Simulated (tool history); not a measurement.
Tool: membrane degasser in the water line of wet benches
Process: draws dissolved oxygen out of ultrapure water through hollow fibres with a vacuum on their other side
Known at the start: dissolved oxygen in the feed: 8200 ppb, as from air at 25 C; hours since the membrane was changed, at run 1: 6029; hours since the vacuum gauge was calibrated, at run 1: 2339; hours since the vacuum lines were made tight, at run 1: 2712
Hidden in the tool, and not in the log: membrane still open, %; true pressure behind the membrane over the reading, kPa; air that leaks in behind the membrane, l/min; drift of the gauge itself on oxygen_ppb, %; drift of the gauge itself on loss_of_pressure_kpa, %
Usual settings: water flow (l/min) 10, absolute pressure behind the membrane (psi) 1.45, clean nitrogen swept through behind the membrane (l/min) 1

run    hour  water flow (l/min)  absolute pressure behind the membrane (psi)  clean nitrogen swept through behind the membrane (l/min)  hours since the membrane was changed  hours since the vacuum gauge was calibrated  hours since the vacuum lines were made tight  dissolved oxygen in the water behind the degasser (ppb)  pressure that the water loses in the fibres (psi)
  1       0                  10                                         1.45                                                         1                                  6029                                         2339                                          2712                                                    337.2                                              9.543
  2   225.4                  10                                         1.45                                                      1.22                                  6255                                         2564                                          2938                                                    311.4                                              9.483
  3   424.6                  10                                         1.45                                                      1.22                                  6454                                         2763                                          3137                                                      306                                              9.603
  4   564.4                  10                                         1.65                                                      1.22                                  6594                                         2903                                          3277                                                    332.6                                              9.616
  5   696.3                  10                                         1.45                                                         1                                  6726                                         3035                                          3409                                                    326.7                                               9.58
  6   885.2                  10                                         1.45                                                         1                                  6915                                         3224                                          3597                                                    328.8                                              9.574
  7  1051.9                  10                                         1.45                                                         1                                  7081                                         3390                                          3764                                                    332.9                                              9.583
  8  1212.8                  10                                         1.45                                                         1                                  7242                                         3551                                          3925                                                    335.3                                              9.616
  9    1368                  10                                         1.45                                                         1                                  7397                                         3707                                          4080                                                      332                                               9.58
 10  1496.2                  10                                         1.45                                                         1                                  7526                                         3835                                          4208                                                    331.2                                              9.597
 11  1730.4                  10                                         1.45                                                         1                                  7760                                         4069                                          4443                                                    339.1                                              9.586
 12  1910.6                  10                                         1.45                                                         1                                  7940                                         4249                                          4623                                                      333                                              9.609
 13    2074                  10                                         1.45                                                      2.29                                  8103                                         4412                                          4786                                                    251.3                                              9.631
 14  2189.2                  10                                         1.45                                                      0.72                                  8219                                         4528                                          4901                                                    381.5                                               9.62
 15  2321.3                  10                                         1.45                                                      0.72                                  8351                                         4660                                          5034                                                    388.2                                              9.583
 16    2471                  10                                         1.45                                                      0.72                                  8500                                         4810                                          5183                                                    378.4                                              9.575
 17  2696.3                  10                                         1.45                                                      1.97                                  8726                                         5035                                          5409                                                    262.1                                              9.626
     2730.2  -- seals of the vacuum lines changed
 18  2880.3                  10                                         1.45                                                      1.97                                  8908                                         5217                                           150                                                    263.1                                              9.655
 19  3113.5                  10                                         1.45                                                      1.97                                  9141                                         5450                                           383                                                    258.8                                              9.616
       3237  -- vacuum gauge calibrated
 20  3243.2                   6                                         1.45                                                         1                                  9270                                            6                                           512                                                    132.7                                              5.794
 21    3450                  11                                         1.04                                                      1.67                                  9477                                          213                                           719                                                    288.6                                             10.594
 22  3620.2                  10                                         1.29                                                      0.58                                  9647                                          383                                           889                                                    394.6                                              9.638
 23  3837.4                   9                                         1.45                                                      1.24                                  9864                                          600                                          1107                                                    254.9                                              8.676
 24  3969.2                   9                                         1.45                                                      1.24                                  9996                                          732                                          1238                                                    247.6                                              8.739
 25  4172.1                  12                                         1.45                                                         1                                 10199                                          935                                          1441                                                    466.8                                              11.62
 26  4376.4                  12                                         1.45                                                         1                                 10403                                         1139                                          1646                                                    456.7                                             11.565
 27  4545.5                  11                                         1.45                                                         1                                 10572                                         1308                                          1815                                                    392.4                                             10.649
 28    4654                   9                                         1.07                                                      2.44                                 10681                                         1417                                          1923                                                      171                                              8.727
 29  4882.7                   9                                         1.07                                                      2.44                                 10910                                         1646                                          2152                                                    172.6                                              8.782
 30  5116.4                   9                                         1.07                                                      2.44                                 11143                                         1879                                          2386                                                    174.3                                               8.81
 31  5349.7                   9                                          1.1                                                      0.45                                 11377                                         2113                                          2619                                                    320.2                                              8.772
 32  5547.9                   9                                         1.45                                                      1.25                                 11575                                         2311                                          2817                                                    248.9                                              8.779

Some steps in pressure that the water loses in the fibres (psi) between neighbouring runs. How much of each would the tool show without its hidden state too (settings, what came in, random variation), and how much is left for the hidden state, with any gauge scatter that isn't in both results?
Run 19 -> 20: water flow (l/min) 10 -> 6, clean nitrogen swept through behind the membrane (l/min) 1.97 -> 1, vacuum gauge calibrated. pressure that the water loses in the fibres (psi) -3.822: hidden state -0.038, all else -3.784.
Run 20 -> 21: water flow (l/min) 6 -> 11, absolute pressure behind the membrane (psi) 1.45 -> 1.04, clean nitrogen swept through behind the membrane (l/min) 1 -> 1.67. pressure that the water loses in the fibres (psi) +4.799: hidden state +0.059, all else +4.74.
Run 24 -> 25: water flow (l/min) 9 -> 12, clean nitrogen swept through behind the membrane (l/min) 1.24 -> 1. pressure that the water loses in the fibres (psi) +2.882: hidden state +0.046, all else +2.835.

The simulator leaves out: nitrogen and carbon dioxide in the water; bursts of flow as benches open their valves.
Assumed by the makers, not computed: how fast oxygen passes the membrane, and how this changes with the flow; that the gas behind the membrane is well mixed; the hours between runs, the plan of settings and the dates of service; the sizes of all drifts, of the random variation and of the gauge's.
